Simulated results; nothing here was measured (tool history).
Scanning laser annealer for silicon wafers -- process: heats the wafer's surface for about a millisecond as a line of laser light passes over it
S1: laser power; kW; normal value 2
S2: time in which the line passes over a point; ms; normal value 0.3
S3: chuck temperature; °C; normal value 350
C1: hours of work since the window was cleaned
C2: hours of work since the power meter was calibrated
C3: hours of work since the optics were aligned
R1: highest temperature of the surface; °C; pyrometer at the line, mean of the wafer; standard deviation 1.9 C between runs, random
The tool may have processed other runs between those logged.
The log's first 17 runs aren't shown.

| run | day | S1 | S2 | S3 | C1 | C2 | C3 | R1 |
|---|---|---|---|---|---|---|---|---|
| 18 | 13.058 | 2 | 0.3 | 346 | 323 | 348 | 857 | 1094 |
| 19 | 13.933 | 1.939 | 0.3 | 346 | 338 | 364 | 872 | 1060 |
| 20 | 14.908 | 1.939 | 0.3 | 346 | 355 | 381 | 889 | 1060 |
|  | 15.129 | laser's power meter calibrated |
| 21 | 15.596 | 1.939 | 0.3 | 346 | 365 | 8 | 899 | 1059 |
| 22 | 16.312 | 2.036 | 0.357 | 329 | 378 | 21 | 912 | 1163 |
| 23 | 17.017 | 2.036 | 0.357 | 329 | 391 | 33 | 925 | 1160 |
| 24 | 17.975 | 2.036 | 0.357 | 329 | 408 | 50 | 942 | 1158 |
|  | 18.342 | laser's power meter calibrated, once more |
| 25 | 18.717 | 2.036 | 0.357 | 329 | 419 | 7 | 952 | 1165 |
| 26 | 19.412 | 1.783 | 0.357 | 375 | 431 | 19 | 965 | 1076 |
| 27 | 20.017 | 1.879 | 0.347 | 382 | 442 | 30 | 976 | 1121 |
| 28 | 20.729 | 2.082 | 0.347 | 382 | 454 | 42 | 988 | 1225 |
| 29 | 21.438 | 1.778 | 0.3 | 350 | 467 | 55 | 1001 | 985 |
| 30 | 22.125 | 2 | 0.271 | 333 | 479 | 67 | 1013 | 1032 |
| 31 | 23.05 | 2 | 0.271 | 333 | 495 | 83 | 1029 | 1031 |
| 32 | 24.067 | 2 | 0.271 | 333 | 513 | 101 | 1047 | 1031 |
| 33 | 25.121 | 2 | 0.371 | 350 | 532 | 120 | 1066 | 1172 |
| 34 | 25.729 | 2 | 0.371 | 350 | 543 | 131 | 1077 | 1172 |
|  | 25.908 | window over the wafer cleaned |
| 35 | 26.629 | 2 | 0.241 | 358 | 13 | 145 | 1091 | 1038 |
| 36 | 27.542 | 2 | 0.241 | 358 | 29 | 162 | 1107 | 1041 |
| 37 | 28.075 | 1.833 | 0.342 | 350 | 38 | 171 | 1117 | 1089 |
| 38 | 29.088 | 1.833 | 0.342 | 350 | 56 | 189 | 1135 | 1085 |
| 39 | 30.075 | 2.131 | 0.287 | 350 | 74 | 206 | 1152 | 1158 |
| 40 | 31.146 | 2.072 | 0.287 | 338 | 93 | 225 | 1171 | 1113 |
| 41 | 32.212 | 2.072 | 0.287 | 338 | 112 | 244 | 1190 | 1114 |

Branching from run 41: 4 alternative next runs. What would each branch give?
| A | 33.133 | 2.072 | 0.272 | 338 | 128 | 261 | 1207 | ? |
| B | 33.133 | 2.007 | 0.284 | 350 | 128 | 261 | 1207 | ? |
| C | 33.133 | 2.136 | 0.3 | 343 | 128 | 261 | 1207 | ? |
| D | 33.133 | 2.072 | 0.215 | 338 | 128 | 261 | 1207 | ? |

| run | R1 |
|---|---|
| A | 1089 |
| B | 1088 |
| C | 1170 |
| D | 999 |
What these runs would have given with no unlogged condition in the tool:
| run | R1 |
|---|---|
| A | 1122 |
| B | 1120 |
| C | 1206 |
| D | 1027 |
